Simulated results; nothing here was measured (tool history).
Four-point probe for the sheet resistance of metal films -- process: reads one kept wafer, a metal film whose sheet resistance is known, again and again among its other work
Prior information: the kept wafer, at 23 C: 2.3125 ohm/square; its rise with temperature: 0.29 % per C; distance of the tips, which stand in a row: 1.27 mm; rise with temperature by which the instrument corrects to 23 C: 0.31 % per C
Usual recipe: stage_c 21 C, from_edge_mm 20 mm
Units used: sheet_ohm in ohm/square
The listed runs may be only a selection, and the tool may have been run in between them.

Run 1, hour 0: usual settings. Result: sheet_ohm 2.31828 ohm/square.
Run 2, hour 14: usual settings. Result: sheet_ohm 2.318071 ohm/square.
Run 3, hour 24.6: usual settings. Result: sheet_ohm 2.3188 ohm/square.
Run 4, hour 38.9: usual settings. Result: sheet_ohm 2.318521 ohm/square.
Run 5, hour 50.5: usual settings. Result: sheet_ohm 2.317308 ohm/square.
Run 6, hour 65.2: usual settings but stage_c 28 C. Result: sheet_ohm 2.315307 ohm/square.
Run 7, hour 82.5: usual settings but stage_c 24 C. Result: sheet_ohm 2.316158 ohm/square.
Run 8, hour 99.5: usual settings. Result: sheet_ohm 2.317071 ohm/square.
Run 9, hour 114.3: usual settings. Result: sheet_ohm 2.317818 ohm/square.
Run 10, hour 128.5: usual settings. Result: sheet_ohm 2.316866 ohm/square.
Run 11, hour 146.2: usual settings but stage_c 29 C, from_edge_mm 11 mm. Result: sheet_ohm 2.325601 ohm/square.
Run 12, hour 159.1: usual settings but stage_c 29 C, from_edge_mm 11 mm. Result: sheet_ohm 2.326373 ohm/square.
Run 13, hour 170.4: usual settings but stage_c 22 C, from_edge_mm 4 mm. Result: sheet_ohm 2.430186 ohm/square.
Run 14, hour 181.3: usual settings but stage_c 22 C, from_edge_mm 4 mm. Result: sheet_ohm 2.430701 ohm/square.
Run 15, hour 194.3: usual settings but stage_c 22 C, from_edge_mm 4 mm. Result: sheet_ohm 2.429572 ohm/square.
Run 16, hour 205.7: usual settings but stage_c 25 C, from_edge_mm 40 mm. Result: sheet_ohm 2.311382 ohm/square.
Run 17, hour 222.8: usual settings but stage_c 28 C, from_edge_mm 41 mm. Result: sheet_ohm 2.311286 ohm/square.

Consider 3 possible next runs. They are alternatives, not a sequence: every one starts from the tool as it was left by run 17. What does each give?
Run A, hour 240.6: usual settings but stage_c 30 C. Result: sheet_ohm ?.
Run B, hour 240.6: usual settings but stage_c 28 C, from_edge_mm 15 mm. Result: sheet_ohm ?.
Run C, hour 240.6: usual settings but from_edge_mm 5 mm. Result: sheet_ohm ?.

run  sheet_ohm
  A   2.313069
  B   2.317447
  C   2.389033
Stripped of hidden state, with their random variation kept, the same runs would have yielded:
run  sheet_ohm
  A   2.314659
  B   2.319046
  C     2.3907

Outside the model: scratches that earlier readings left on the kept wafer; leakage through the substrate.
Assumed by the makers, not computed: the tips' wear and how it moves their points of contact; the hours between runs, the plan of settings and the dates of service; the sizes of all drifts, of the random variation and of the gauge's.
